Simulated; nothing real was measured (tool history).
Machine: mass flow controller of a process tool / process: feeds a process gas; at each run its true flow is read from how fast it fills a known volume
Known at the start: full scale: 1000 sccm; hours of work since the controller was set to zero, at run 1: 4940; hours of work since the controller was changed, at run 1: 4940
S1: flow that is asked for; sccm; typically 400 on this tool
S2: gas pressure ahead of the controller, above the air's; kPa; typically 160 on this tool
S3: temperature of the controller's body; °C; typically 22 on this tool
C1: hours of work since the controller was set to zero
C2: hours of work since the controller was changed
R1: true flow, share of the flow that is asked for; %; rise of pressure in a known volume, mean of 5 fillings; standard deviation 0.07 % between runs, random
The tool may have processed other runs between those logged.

run	day	S1	S2	S3	C1	C2	R1
1	0	400	160	22	4940	4940	99.2
2	2.054	400	160	22	4958	4958	99.15
3	4.45	400	160	22	4979	4979	98.92
4	7.167	400	160	26	5004	5004	99.17
5	9.2	400	160	26	5022	5022	99.1
6	10.867	400	160	26	5037	5037	99
7	12.854	400	160	26	5055	5055	98.98
8	16.208	400	160	26	5085	5085	98.74
9	19.529	400	160	26	5114	5114	98.64

Run 10, settings as shown, results not yet in. Your forecast:
10	22.8	366	160	21	5144	5144	?

Run 10 measured R1 98.22 %.
Had the tool carried no hidden state, the very same run would have given R1 99.06 %.
